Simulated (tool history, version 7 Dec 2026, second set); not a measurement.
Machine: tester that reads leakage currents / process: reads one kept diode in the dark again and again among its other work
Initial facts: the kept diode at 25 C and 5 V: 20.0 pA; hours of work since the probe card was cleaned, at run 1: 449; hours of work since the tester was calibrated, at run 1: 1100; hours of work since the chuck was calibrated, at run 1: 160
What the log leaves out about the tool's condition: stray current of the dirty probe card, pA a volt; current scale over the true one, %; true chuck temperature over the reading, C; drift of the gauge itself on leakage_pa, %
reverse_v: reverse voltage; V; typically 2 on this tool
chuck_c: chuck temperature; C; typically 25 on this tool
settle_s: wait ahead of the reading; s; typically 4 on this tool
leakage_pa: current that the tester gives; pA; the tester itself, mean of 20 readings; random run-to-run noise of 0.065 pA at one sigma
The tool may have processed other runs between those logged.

| run | day | reverse_v | chuck_c | settle_s | hours of work since the probe card was cleaned | hours of work since the tester was calibrated | hours of work since the chuck was calibrated | leakage_pa |
|---|---|---|---|---|---|---|---|---|
| 1 | 0 | 2 | 25 | 4 | 449 | 1100 | 160 | 15.14 |
| 2 | 8.579 | 2 | 25 | 4 | 535 | 1186 | 246 | 15.44 |
| 3 | 16.042 | 9.68 | 25 | 4 | 610 | 1260 | 321 | 34.8 |
| 4 | 23.467 | 9.68 | 25 | 4 | 685 | 1335 | 395 | 35.82 |
| 5 | 29.867 | 9.68 | 25 | 4 | 749 | 1399 | 459 | 36.85 |
| 6 | 35.762 | 9.68 | 25 | 4 | 808 | 1458 | 518 | 37.84 |
| 7 | 43.967 | 2 | 25 | 4 | 890 | 1540 | 600 | 16.99 |
| 8 | 50.671 | 2 | 25 | 4 | 957 | 1607 | 667 | 17.43 |
| 9 | 59.075 | 2 | 25 | 4 | 1041 | 1691 | 752 | 17.65 |
| 10 | 63.358 | 2 | 25 | 4 | 1084 | 1734 | 795 | 17.78 |
|  | 65.079 | probe card cleaned and baked |
| 11 | 69.925 | 2 | 25 | 4 | 49 | 1799 | 859 | 15.74 |
| 12 | 74.533 | 2 | 23 | 5.99 | 95 | 1845 | 905 | 13.73 |
|  | 77.638 | chuck's temperature calibrated |
| 13 | 82.504 | 3.02 | 32 | 4.72 | 174 | 1924 | 49 | 28.47 |
| 14 | 86.875 | 1.09 | 51 | 4.83 | 217 | 1968 | 93 | 66.94 |
| 15 | 93.704 | 1.09 | 51 | 8.55 | 286 | 2036 | 161 | 67.58 |
| 16 | 102.375 | 2.23 | 55 | 1.61 | 373 | 2123 | 248 | 119.93 |

What differs in the tool's unlogged condition from the final listed run ahead of each entry between runs to the first listed run following it?
Runs 10 to 11: probe card cleaned and baked (day 65.079)
  stray current of the dirty probe card, pA a volt: 1.192 -> 0.073; current scale over the true one, %: 0.97 -> 1; true chuck temperature over the reading, C: 1.55 -> 1.68
  measured value less the no-hidden-state value, leakage_pa: +4.19 -> +2.1 pA
Runs 12 to 13: chuck's temperature calibrated (day 77.638)
  stray current of the dirty probe card, pA a volt: 0.117 -> 0.2; current scale over the true one, %: 1.02 -> 1.06; true chuck temperature over the reading, C: 1.76 -> 0.09
  measured value less the no-hidden-state value, leakage_pa: +2.02 -> +1.02 pA
